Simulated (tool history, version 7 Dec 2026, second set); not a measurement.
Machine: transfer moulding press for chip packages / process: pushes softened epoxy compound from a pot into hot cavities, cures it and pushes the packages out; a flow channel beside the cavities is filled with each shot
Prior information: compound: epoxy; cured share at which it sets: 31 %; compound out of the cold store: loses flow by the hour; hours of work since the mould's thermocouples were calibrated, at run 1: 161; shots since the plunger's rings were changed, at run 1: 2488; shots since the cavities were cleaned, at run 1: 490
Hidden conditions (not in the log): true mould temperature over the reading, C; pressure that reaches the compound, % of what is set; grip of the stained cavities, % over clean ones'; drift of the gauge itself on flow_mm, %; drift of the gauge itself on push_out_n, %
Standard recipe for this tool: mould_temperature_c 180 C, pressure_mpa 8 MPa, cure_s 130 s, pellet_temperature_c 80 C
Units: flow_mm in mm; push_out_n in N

run     day  mould_temperature_c  pressure_mpa  cure_s  pellet_temperature_c  hours of work since the mould's thermocouples were calibrated  shots since the plunger's rings were changed  shots since the cavities were cleaned  incoming compound's hours out of the cold store  flow_mm  push_out_n
  1       0                  180             8     130                    80                                                            161                                          2488                                    490                                              8.8      656         758
      0.275  -- cavities cleaned with cleaning compound and waxed
  2   1.742                  180             8     130                    80                                                            178                                          2748                                    227                                              8.9      653         967
      3.629  -- cavities cleaned with cleaning compound and waxed
  3   4.242                  180             8     130                    80                                                            203                                          3125                                     95                                             37.9      554         496
  4   6.162                  180          6.06     130                    80                                                            222                                          3422                                    392                                             41.7      469         708
      6.946  -- cavities cleaned with cleaning compound and waxed
        7.4  -- cavities cleaned with cleaning compound and waxed, once more
  5   7.558                  180             8     170                    80                                                            235                                          3619                                     24                                             26.2      590         387
  6   9.338                  180             8     155                    80                                                            253                                          3894                                    299                                             14.6      628         564
     10.742  -- cavities cleaned with cleaning compound and waxed
     11.483  -- plunger's sealing rings changed
  7  11.675                  180             8     155                    80                                                            274                                            30                                    128                                             45.5      545         478
  8  13.112                  180             8     155                    80                                                            289                                           252                                    350                                              9.3      662         613
       14.3  -- cavities cleaned with cleaning compound and waxed
  9  15.779                  180             8     155                    80                                                            315                                           656                                    230                                             10.8      655         542
     17.771  -- cavities cleaned with cleaning compound and waxed
 10   17.95                  180             8     155                    80                                                            336                                           982                                     28                                               41      555         399
 11  20.396                  180          9.09     130                    80                                                            361                                          1360                                    406                                             39.1      594         709
     21.104  -- cavities cleaned with cleaning compound and waxed
 12  22.925                  180          9.09     130                    80                                                            385                                          1742                                    282                                             29.3      624         665
     24.471  -- cavities cleaned with cleaning compound and waxed
 13  25.171                  180             8     125                    80                                                            407                                          2079                                    108                                             42.6      544         551
     26.242  -- mould's thermocouples calibrated
 14  26.454                  180          6.53     130                    80                                                              2                                          2265                                    294                                             24.9      538         668
     27.938  -- cavities cleaned with cleaning compound and waxed
 15  28.096                  186          7.91     130                    80                                                             18                                          2509                                     24                                             21.2      585         375
 16  29.525                  174             8     147                    71                                                             32                                          2730                                    245                                             23.6      620         729
 17  30.996                  174           8.4     147                    71                                                             47                                          2958                                    473                                             39.1      583         813
     31.329  -- cavities cleaned with cleaning compound and waxed
 18  33.571                  185          8.16     151                    71                                                             72                                          3347                                    347                                             23.7      586         571
     34.712  -- cavities cleaned with cleaning compound and waxed
 19  35.812                  185          6.45     110                    71                                                             94                                          3684                                    170                                             47.1      457         558
     38.038  -- cavities cleaned with cleaning compound and waxed
 20  38.262                  185          6.45     110                    71                                                            118                                          4053                                     35                                             10.8      555         523
     39.312  -- plunger's sealing rings changed
 21  39.971                  180             8     130                    83                                                            134                                           102                                    283                                             21.7      621         685
     41.604  -- cavities cleaned with cleaning compound and waxed
 22  42.154                  180             8     130                    83                                                            155                                           430                                     85                                             18.4      632         504
 23  43.596                  186             8     130                    80                                                            170                                           653                                    308                                             19.3      607         560
     45.046  -- cavities cleaned with cleaning compound and waxed
 24  45.188                  185          8.96     137                    80                                                            185                                           890                                     22                                             31.8      600         380
 25  46.842                  185          8.96     137                    80                                                            202                                          1146                                    278                                             12.9      664         543
     48.346  -- cavities cleaned with cleaning compound and waxed
 26  48.458                  175          7.05     114                    77                                                            217                                          1386                                     17                                             32.2      561         784
 27  50.788                  172          7.24     130                    86                                                            241                                          1747                                    378                                               44      539        1091

Alternative continuations, all from the tool just after run 27; predict every row:
     51.708  -- cavities cleaned with cleaning compound and waxed
  A  52.912                  172          7.65     130                    90                                                            262                                          2066                                    186                                             40.2        ?           ?
     51.708  -- cavities cleaned with cleaning compound and waxed
  B  52.912                  180          9.39     119                    80                                                            262                                          2066                                    186                                             32.7        ?           ?
     51.708  -- cavities cleaned with cleaning compound and waxed
  C  52.912                  180          6.26     130                    80                                                            262                                          2066                                    186                                             15.9        ?           ?
     51.708  -- cavities cleaned with cleaning compound and waxed
  D  52.912                  187          6.09     133                    86                                                            262                                          2066                                    186                                             34.1        ?           ?

run  flow_mm  push_out_n
  A      563         905
  B      623         652
  C      559         598
  D      479         508
Take away the tool's hidden state, keep each run's random variation, and the runs would have read:
run  flow_mm  push_out_n
  A      574         636
  B      634         458
  C      569         420
  D      488         358

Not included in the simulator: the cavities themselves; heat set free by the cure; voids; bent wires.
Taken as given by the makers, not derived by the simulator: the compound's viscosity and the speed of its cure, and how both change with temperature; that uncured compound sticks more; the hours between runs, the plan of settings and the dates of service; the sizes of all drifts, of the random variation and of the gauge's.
